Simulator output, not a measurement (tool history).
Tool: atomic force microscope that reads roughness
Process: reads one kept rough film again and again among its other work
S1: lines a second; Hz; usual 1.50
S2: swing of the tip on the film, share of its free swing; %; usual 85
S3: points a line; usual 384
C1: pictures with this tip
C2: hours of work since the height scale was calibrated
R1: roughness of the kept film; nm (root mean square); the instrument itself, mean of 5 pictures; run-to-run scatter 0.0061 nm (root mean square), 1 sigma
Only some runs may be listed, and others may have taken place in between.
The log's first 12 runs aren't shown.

run	hour	S1	S2	S3	C1	C2	R1
# hour 342.9: height scale calibrated on a step standard
13	373.4	3.51	85	384	164	21	0.989
14	412.0	3.51	85	384	246	47	0.988
15	433.2	3.51	85	384	292	62	0.986
# hour 448.9: new tip fitted
16	452.7	3.51	85	384	8	75	1.007
# hour 478.3: height scale calibrated on a step standard, once more
17	489.6	3.51	85	384	85	8	1.042
18	520.0	3.51	85	384	150	29	1.038
19	537.5	3.51	85	384	188	40	1.025
20	573.3	3.51	85	384	264	65	1.021
# hour 602.0: new tip fitted
21	602.0	3.51	85	384	0	84	1.050
22	640.8	3.51	85	384	83	111	1.037
23	659.7	3.51	85	384	124	123	1.037
24	689.9	1.30	85	981	189	144	1.131
25	715.4	1.30	85	981	243	162	1.128
# hour 755.8: new tip fitted
26	757.6	1.30	85	981	4	190	1.161
27	798.2	0.72	59	346	91	218	1.199
28	828.8	2.81	64	514	156	239	1.162
29	856.3	2.81	64	514	216	257	1.129
30	881.9	2.81	56	514	270	275	1.149
# hour 907.6: new tip fitted
31	911.2	0.53	63	400	7	294	1.199
32	943.6	1.50	80	384	77	317	1.147

Run 33 has not been measured yet. What should we expect?
33	973.6	3.17	81	431	141	337	?

For run 33 the tool returned R1 1.070 nm (root mean square).
Take away the tool's hidden state, keep the run-to-run variation as it was, and the same run would have given R1 1.099 nm (root mean square).
